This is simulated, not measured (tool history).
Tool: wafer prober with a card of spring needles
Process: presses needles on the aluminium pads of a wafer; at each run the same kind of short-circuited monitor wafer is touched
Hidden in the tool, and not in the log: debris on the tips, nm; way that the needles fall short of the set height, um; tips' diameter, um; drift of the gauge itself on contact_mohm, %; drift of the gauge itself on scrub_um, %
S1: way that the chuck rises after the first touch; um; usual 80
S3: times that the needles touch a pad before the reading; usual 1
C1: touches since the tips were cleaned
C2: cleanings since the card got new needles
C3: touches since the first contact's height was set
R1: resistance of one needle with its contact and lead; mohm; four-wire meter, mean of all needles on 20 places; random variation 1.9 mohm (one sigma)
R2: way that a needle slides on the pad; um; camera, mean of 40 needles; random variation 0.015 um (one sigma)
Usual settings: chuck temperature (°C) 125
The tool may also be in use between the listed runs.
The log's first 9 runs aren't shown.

-- day=14.988 tips cleaned on abrasive film
run 10 day=15.971 | S1=67 chuck_temperature_(°C)=125 S3=1 | C1=5732 C2=24 C3=211853 | R1=316 R2=8.70
-- day=16.338 tips cleaned on abrasive film
-- day=17.738 tips cleaned on abrasive film
run 11 day=17.758 | S1=67 chuck_temperature_(°C)=125 S3=1 | C1=111 C2=26 C3=222251 | R1=226 R2=8.68
run 12 day=18.662 | S1=67 chuck_temperature_(°C)=103 S3=1 | C1=5399 C2=26 C3=227539 | R1=310 R2=8.68
-- day=18.817 height of the first contact set anew
-- day=19.183 tips cleaned on abrasive film
run 13 day=20.250 | S1=67 chuck_temperature_(°C)=103 S3=1 | C1=6250 C2=27 C3=8360 | R1=328 R2=8.51
-- day=20.492 tips cleaned on abrasive film
run 14 day=21.446 | S1=61 chuck_temperature_(°C)=125 S3=1 | C1=5578 C2=28 C3=15307 | R1=342 R2=7.69
-- day=21.867 tips cleaned on abrasive film
run 15 day=22.929 | S1=61 chuck_temperature_(°C)=125 S3=1 | C1=6200 C2=29 C3=23956 | R1=352 R2=7.68
-- day=23.304 tips cleaned on abrasive film
run 16 day=24.488 | S1=67 chuck_temperature_(°C)=125 S3=1 | C1=6910 C2=30 C3=33018 | R1=330 R2=8.48
-- day=24.612 tips cleaned on abrasive film
-- day=25.912 tips cleaned on abrasive film
-- day=26.112 height of the first contact set anew, once more
run 17 day=26.167 | S1=70 chuck_temperature_(°C)=54 S3=2 | C1=1392 C2=32 C3=307 | R1=225 R2=9.36
-- day=27.308 tips cleaned on abrasive film
run 18 day=27.767 | S1=70 chuck_temperature_(°C)=54 S3=2 | C1=2693 C2=33 C3=9646 | R1=234 R2=9.34
-- day=28.654 tips cleaned on abrasive film
run 19 day=29.575 | S1=84 chuck_temperature_(°C)=54 S3=2 | C1=5384 C2=34 C3=20187 | R1=235 R2=11.19
-- day=30.079 tips cleaned on abrasive film
run 20 day=30.962 | S1=63 chuck_temperature_(°C)=117 S3=2 | C1=5143 C2=35 C3=28248 | R1=275 R2=8.38
-- day=31.571 tips cleaned on abrasive film
run 21 day=32.008 | S1=63 chuck_temperature_(°C)=34 S3=2 | C1=2556 C2=36 C3=34347 | R1=246 R2=8.36
-- day=32.983 tips cleaned on abrasive film
run 22 day=34.258 | S1=63 chuck_temperature_(°C)=41 S3=2 | C1=7449 C2=37 C3=47462 | R1=279 R2=8.33
-- day=34.392 tips cleaned on abrasive film
-- day=35.854 tips cleaned on abrasive film
run 23 day=35.979 | S1=63 chuck_temperature_(°C)=41 S3=2 | C1=736 C2=39 C3=57473 | R1=214 R2=8.32
-- day=37.346 tips cleaned on abrasive film
run 24 day=38.038 | S1=63 chuck_temperature_(°C)=41 S3=2 | C1=4029 C2=40 C3=69456 | R1=261 R2=8.33
-- day=38.742 tips cleaned on abrasive film
run 25 day=39.400 | S1=63 chuck_temperature_(°C)=41 S3=2 | C1=3847 C2=41 C3=77403 | R1=259 R2=8.31
-- day=40.146 tips cleaned on abrasive film
run 26 day=40.829 | S1=80 chuck_temperature_(°C)=45 S3=1 | C1=3977 C2=42 C3=85706 | R1=265 R2=10.55
-- day=41.596 tips cleaned on abrasive film
run 27 day=41.946 | S1=63 chuck_temperature_(°C)=45 S3=2 | C1=2059 C2=43 C3=92218 | R1=243 R2=8.33
-- day=42.942 tips cleaned on abrasive film
run 28 day=43.929 | S1=63 chuck_temperature_(°C)=103 S3=2 | C1=5751 C2=44 C3=103765 | R1=284 R2=8.27
-- day=44.242 tips cleaned on abrasive film
run 29 day=45.375 | S1=63 chuck_temperature_(°C)=103 S3=2 | C1=6627 C2=45 C3=112201 | R1=285 R2=8.28
-- day=45.575 tips cleaned on abrasive film
run 30 day=46.808 | S1=63 chuck_temperature_(°C)=103 S3=2 | C1=7210 C2=46 C3=120543 | R1=284 R2=8.26
-- day=46.925 tips cleaned on abrasive film
-- day=48.275 tips cleaned on abrasive film
run 31 day=48.404 | S1=72 chuck_temperature_(°C)=71 S3=3 | C1=755 C2=48 C3=129818 | R1=207 R2=9.42
run 32 day=49.396 | S1=97 chuck_temperature_(°C)=43 S3=3 | C1=6536 C2=48 C3=135599 | R1=213 R2=12.79

Forecast each of these 4 alternatives for the next run:
-- day=49.629 tips cleaned on abrasive film
-- day=51.008 tips cleaned on abrasive film
run A day=51.638 | S1=80 chuck_temperature_(°C)=125 S3=1 | C1=3659 C2=50 C3=148641 | R1=? R2=?
-- day=49.629 tips cleaned on abrasive film
-- day=51.008 tips cleaned on abrasive film
run B day=51.638 | S1=100 chuck_temperature_(°C)=86 S3=1 | C1=3659 C2=50 C3=148641 | R1=? R2=?
-- day=49.629 tips cleaned on abrasive film
-- day=51.008 tips cleaned on abrasive film
run C day=51.638 | S1=83 chuck_temperature_(°C)=29 S3=1 | C1=3659 C2=50 C3=148641 | R1=? R2=?
-- day=49.629 tips cleaned on abrasive film
-- day=51.008 tips cleaned on abrasive film
run D day=51.638 | S1=80 chuck_temperature_(°C)=53 S3=1 | C1=3659 C2=50 C3=148641 | R1=? R2=?

run=A R1=271 R2=10.51
run=B R1=239 R2=13.16
run=C R1=255 R2=10.89
run=D R1=263 R2=10.49
Without the tool's hidden state the same runs would have given:
run=A R1=208 R2=10.68
run=B R1=195 R2=13.33
run=C R1=187 R2=11.06
run=D R1=194 R2=10.66
